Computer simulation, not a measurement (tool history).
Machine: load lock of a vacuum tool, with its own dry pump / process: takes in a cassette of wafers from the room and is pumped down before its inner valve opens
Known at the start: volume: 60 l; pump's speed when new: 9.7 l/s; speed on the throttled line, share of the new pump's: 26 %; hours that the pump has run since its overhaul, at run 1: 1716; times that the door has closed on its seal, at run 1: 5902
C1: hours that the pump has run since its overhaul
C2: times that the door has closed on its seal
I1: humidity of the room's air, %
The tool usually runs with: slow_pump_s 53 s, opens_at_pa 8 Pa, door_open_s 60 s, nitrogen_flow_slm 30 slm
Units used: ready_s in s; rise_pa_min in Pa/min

Run 1, hour 0: usual settings; C1 1716; C2 5902; I1 45.7. Result: ready_s 100.8 s, rise_pa_min 0.054 Pa/min.
Run 2, hour 92.5: usual settings but nitrogen_flow_slm 5 slm; C1 1809; C2 6267; I1 47.4. Result: ready_s 99.6 s, rise_pa_min 0.074 Pa/min.
Run 3, hour 166: usual settings but door_open_s 108 s; C1 1882; C2 6558; I1 48.1. Result: ready_s 99.9 s, rise_pa_min 0.079 Pa/min.
Run 4, hour 289.6: usual settings but door_open_s 108 s; C1 2006; C2 7046; I1 47.4. Result: ready_s 99.4 s, rise_pa_min 0.083 Pa/min.
Run 5, hour 385.4: usual settings but door_open_s 108 s; C1 2102; C2 7424; I1 44.8. Result: ready_s 99.9 s, rise_pa_min 0.076 Pa/min.
Run 6, hour 517.4: usual settings but door_open_s 108 s; C1 2234; C2 7946; I1 46.3. Result: ready_s 99.8 s, rise_pa_min 0.083 Pa/min.
Run 7, hour 646.6: usual settings but door_open_s 108 s; C1 2363; C2 8456; I1 47.8. Result: ready_s 100 s, rise_pa_min 0.084 Pa/min.
Run 8, hour 799.5: usual settings; C1 2516; C2 9060; I1 46.4. Result: ready_s 100.6 s, rise_pa_min 0.077 Pa/min.
Run 9, hour 913.6: usual settings but nitrogen_flow_slm 8 slm; C1 2630; C2 9511; I1 45.5. Result: ready_s 99.8 s, rise_pa_min 0.09 Pa/min.
Run 10, hour 1066.5: usual settings but nitrogen_flow_slm 8 slm; C1 2783; C2 10114; I1 42. Result: ready_s 100.1 s, rise_pa_min 0.098 Pa/min.
Run 11, hour 1210: usual settings but nitrogen_flow_slm 8 slm; C1 2926; C2 10681; I1 44.1. Result: ready_s 101.1 s, rise_pa_min 0.101 Pa/min.
Run 12, hour 1337.3: usual settings but nitrogen_flow_slm 8 slm; C1 3053; C2 11184; I1 44.7. Result: ready_s 100.1 s, rise_pa_min 0.109 Pa/min.
Run 13, hour 1446.7: usual settings but door_open_s 44 s, nitrogen_flow_slm 8 slm; C1 3163; C2 11616; I1 44.6. Result: ready_s 101.3 s, rise_pa_min 0.105 Pa/min.
Run 14, hour 1555.4: usual settings but door_open_s 44 s, nitrogen_flow_slm 8 slm; C1 3272; C2 12045; I1 43.6. Result: ready_s 99.5 s, rise_pa_min 0.106 Pa/min.
Run 15, hour 1707.5: usual settings but slow_pump_s 55 s, door_open_s 44 s, nitrogen_flow_slm 8 slm; C1 3424; C2 12646; I1 45.9. Result: ready_s 100.4 s, rise_pa_min 0.109 Pa/min.
Run 16, hour 1802.4: usual settings; C1 3519; C2 13021; I1 43.5. Result: ready_s 100.9 s, rise_pa_min 0.109 Pa/min.
Run 17, hour 1871.1: usual settings but opens_at_pa 15 Pa; C1 3587; C2 13293; I1 47. Result: ready_s 96.9 s, rise_pa_min 0.113 Pa/min.
Run 18, hour 1955.9: usual settings but opens_at_pa 15 Pa; C1 3672; C2 13627; I1 42.6. Result: ready_s 97.3 s, rise_pa_min 0.108 Pa/min.
Run 19, hour 2019.5: usual settings but slow_pump_s 51 s; C1 3736; C2 13879; I1 45.1. Result: ready_s 100.4 s, rise_pa_min 0.116 Pa/min.
Run 20, hour 2101.7: usual settings but slow_pump_s 77 s, door_open_s 45 s, nitrogen_flow_slm 23 slm; C1 3818; C2 14203; I1 47.9. Result: ready_s 117.2 s, rise_pa_min 0.121 Pa/min.
Run 21, hour 2211.5: usual settings but door_open_s 83 s, nitrogen_flow_slm 34 slm; C1 3928; C2 14637; I1 49.5. Result: ready_s 101.5 s, rise_pa_min 0.131 Pa/min.
Run 22, hour 2326.6: usual settings but slow_pump_s 85 s, opens_at_pa 6 Pa, door_open_s 83 s, nitrogen_flow_slm 34 slm; C1 4043; C2 15092; I1 50.3. Result: ready_s 127.2 s, rise_pa_min 0.138 Pa/min.
Run 23, hour 2460.9: usual settings but slow_pump_s 44 s, nitrogen_flow_slm 5 slm; C1 4177; C2 15622; I1 40.9. Result: ready_s 95.5 s, rise_pa_min 0.149 Pa/min.
Run 24, hour 2584.1: usual settings but slow_pump_s 44 s, nitrogen_flow_slm 5 slm; C1 4300; C2 16109; I1 43.8. Result: ready_s 95.4 s, rise_pa_min 0.156 Pa/min.
Run 25, hour 2725.4: usual settings but door_open_s 31 s, nitrogen_flow_slm 13 slm; C1 4442; C2 16667; I1 45.4. Result: ready_s 101.8 s, rise_pa_min 0.141 Pa/min.
Run 26, hour 2823: usual settings but door_open_s 31 s, nitrogen_flow_slm 13 slm; C1 4539; C2 17052; I1 47.2. Result: ready_s 101.6 s, rise_pa_min 0.14 Pa/min.
Run 27, hour 2911.4: usual settings but door_open_s 31 s, nitrogen_flow_slm 13 slm; C1 4628; C2 17402; I1 49.1. Result: ready_s 100.9 s, rise_pa_min 0.142 Pa/min.
Run 28, hour 3024.4: usual settings but door_open_s 31 s, nitrogen_flow_slm 13 slm; C1 4741; C2 17848; I1 46.2. Result: ready_s 101.6 s, rise_pa_min 0.151 Pa/min.
Run 29, hour 3116.3: usual settings but slow_pump_s 56 s, opens_at_pa 16 Pa, door_open_s 116 s, nitrogen_flow_slm 8 slm; C1 4833; C2 18211; I1 45.3. Result: ready_s 98.2 s, rise_pa_min 0.207 Pa/min.
Run 30, hour 3222.2: usual settings but slow_pump_s 89 s, nitrogen_flow_slm 10 slm; C1 4938; C2 18629; I1 42.7. Result: ready_s 128 s, rise_pa_min 0.184 Pa/min.
Run 31, hour 3297.3: usual settings but slow_pump_s 89 s, door_open_s 28 s, nitrogen_flow_slm 10 slm; C1 5014; C2 18926; I1 48.8. Result: ready_s 127.7 s, rise_pa_min 0.173 Pa/min.
Run 32, hour 3425.1: usual settings but slow_pump_s 57 s; C1 5141; C2 19431; I1 42.5. Result: ready_s 104.3 s, rise_pa_min 0.175 Pa/min.
Run 33, hour 3502.4: usual settings but slow_pump_s 28 s; C1 5219; C2 19736; I1 47.7. Result: ready_s 83.7 s, rise_pa_min 0.177 Pa/min.
Run 34, hour 3599.7: usual settings but slow_pump_s 64 s, opens_at_pa 16 Pa, door_open_s 221 s, nitrogen_flow_slm 11 slm; C1 5316; C2 20120; I1 41.6. Result: ready_s 104.8 s, rise_pa_min 0.25 Pa/min.
Run 35, hour 3744.9: usual settings but slow_pump_s 58 s, opens_at_pa 15 Pa, door_open_s 52 s, nitrogen_flow_slm 5 slm; C1 5461; C2 20694; I1 44. Result: ready_s 101.1 s, rise_pa_min 0.206 Pa/min.
Run 36, hour 3887.1: usual settings but opens_at_pa 14 Pa, nitrogen_flow_slm 10 slm; C1 5603; C2 21255; I1 46.3. Result: ready_s 98.5 s, rise_pa_min 0.217 Pa/min.
Run 37, hour 4015.6: usual settings but opens_at_pa 14 Pa, nitrogen_flow_slm 10 slm; C1 5732; C2 21763; I1 42.7. Result: ready_s 99.4 s, rise_pa_min 0.218 Pa/min.

Consider 4 possible next runs. They are alternatives, not a sequence: every one starts from the tool as it was left by run 37. What does each give?
Run A, hour 4161.5: usual settings but opens_at_pa 6 Pa, nitrogen_flow_slm 29 slm; C1 5878; C2 22339; I1 45.8. Result: ready_s ?, rise_pa_min ?.
Run B, hour 4161.5: usual settings but opens_at_pa 10 Pa; C1 5878; C2 22339; I1 43.8. Result: ready_s ?, rise_pa_min ?.
Run C, hour 4161.5: usual settings but slow_pump_s 67 s, opens_at_pa 14 Pa, nitrogen_flow_slm 10 slm; C1 5878; C2 22339; I1 43.2. Result: ready_s ?, rise_pa_min ?.
Run D, hour 4161.5: usual settings but opens_at_pa 9 Pa, door_open_s 130 s, nitrogen_flow_slm 4 slm; C1 5878; C2 22339; I1 47.4. Result: ready_s ?, rise_pa_min ?.

run  ready_s  rise_pa_min
  A    103.7        0.216
  B    102.4        0.211
  C    108.9        0.223
  D    102.4        0.277
Take away the tool's hidden state, keep each run's random variation, and the runs would have read:
run  ready_s  rise_pa_min
  A     99.3        0.032
  B     98.2        0.025
  C    105.4        0.037
  D     98.1         0.09

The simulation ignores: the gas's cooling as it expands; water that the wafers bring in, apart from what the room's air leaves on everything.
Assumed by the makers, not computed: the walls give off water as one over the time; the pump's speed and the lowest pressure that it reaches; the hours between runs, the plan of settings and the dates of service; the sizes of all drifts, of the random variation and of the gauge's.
